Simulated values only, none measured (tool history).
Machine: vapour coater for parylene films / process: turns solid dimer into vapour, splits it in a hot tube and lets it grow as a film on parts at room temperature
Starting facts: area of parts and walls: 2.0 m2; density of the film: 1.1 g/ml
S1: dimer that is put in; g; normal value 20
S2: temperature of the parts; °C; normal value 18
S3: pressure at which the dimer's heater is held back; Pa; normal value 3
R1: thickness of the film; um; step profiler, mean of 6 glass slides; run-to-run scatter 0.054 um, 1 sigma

| run | hour | S1 | S2 | S3 | R1 |
|---|---|---|---|---|---|
| 1 | 0 | 20 | 18 | 3 | 6.3 |
| 2 | 16.2 | 20 | 18 | 3 | 6.32 |
| 3 | 32.4 | 20 | 18 | 3 | 6.32 |
| 4 | 51.9 | 20 | 18 | 3 | 6.24 |
| 5 | 62.6 | 20 | 18 | 3 | 6.35 |
| 6 | 73.3 | 20 | 18 | 3 | 6.24 |
| 7 | 83.7 | 20 | 18 | 3 | 6.3 |
| 8 | 101.7 | 20 | 18 | 3 | 6.26 |
| 9 | 115.8 | 20 | 19 | 3 | 5.94 |
| 10 | 126.8 | 20 | 19 | 3 | 5.99 |
| 11 | 137.2 | 20 | 18 | 3 | 6.26 |
| 12 | 153.2 | 20 | 18 | 3 | 6.32 |
| 13 | 170.5 | 20 | 18 | 3 | 6.3 |
| 14 | 183.5 | 20 | 18 | 3 | 6.34 |
| 15 | 202.7 | 20 | 18 | 9.97 | 4.81 |
| 16 | 216 | 20 | 18 | 3 | 6.23 |
| 17 | 238.1 | 20 | 18 | 3 | 6.36 |
| 18 | 251.8 | 20 | 18 | 3 | 6.31 |
| 19 | 266.4 | 20 | 18 | 3 | 6.31 |
| 20 | 287.6 | 20 | 18 | 3 | 6.2 |
| 21 | 305.5 | 20 | 18 | 4.78 | 5.71 |
| 22 | 314.9 | 17 | 19 | 5.83 | 4.43 |
| 23 | 337 | 17 | 19 | 5.83 | 4.36 |
| 24 | 353.9 | 17 | 19 | 2.41 | 5.34 |
| 25 | 368.5 | 25 | 18 | 3 | 7.86 |
| 26 | 379.5 | 14 | 18 | 3.62 | 4.24 |
| 27 | 392.7 | 16 | 11 | 10.88 | 5.09 |
| 28 | 413.5 | 17 | 30 | 10.88 | 2.3 |
| 29 | 423 | 17 | 30 | 10.88 | 2.31 |
| 30 | 441.8 | 9 | 16 | 3.89 | 2.92 |
| 31 | 462.9 | 31 | 10 | 2.43 | 13.64 |
| 32 | 480.2 | 8 | 23 | 2.27 | 2.12 |
| 33 | 500.6 | 8 | 23 | 2.27 | 2.09 |
| 34 | 519.9 | 24 | 12 | 2.15 | 10.5 |
|  | 529.1 | trap's valve overhauled |
| 35 | 546.9 | 13 | 15 | 3 | 4.66 |
| 36 | 566.1 | 29 | 27 | 2.74 | 6.23 |
| 37 | 587.3 | 29 | 27 | 2.74 | 6.16 |
| 38 | 604.2 | 12 | 23 | 2.65 | 3.06 |
| 39 | 627.3 | 12 | 23 | 2.65 | 3.07 |
| 40 | 642.6 | 20 | 12 | 3 | 8.25 |
| 41 | 655.7 | 13 | 11 | 6.07 | 4.81 |

4 options for the next run, each taken on its own from the tool as it stands now. Forecast them:
| A | 668.2 | 20 | 25 | 2.23 | ? |
| B | 668.2 | 20 | 17 | 3 | ? |
| C | 668.2 | 20 | 18 | 3 | ? |
| D | 668.2 | 28 | 11 | 7.39 | ? |

| run | R1 |
|---|---|
| A | 4.86 |
| B | 6.62 |
| C | 6.3 |
| D | 9.92 |
What these runs would have given with no unlogged condition in the tool:
| run | R1 |
|---|---|
| A | 4.86 |
| B | 6.62 |
| C | 6.3 |
| D | 9.92 |

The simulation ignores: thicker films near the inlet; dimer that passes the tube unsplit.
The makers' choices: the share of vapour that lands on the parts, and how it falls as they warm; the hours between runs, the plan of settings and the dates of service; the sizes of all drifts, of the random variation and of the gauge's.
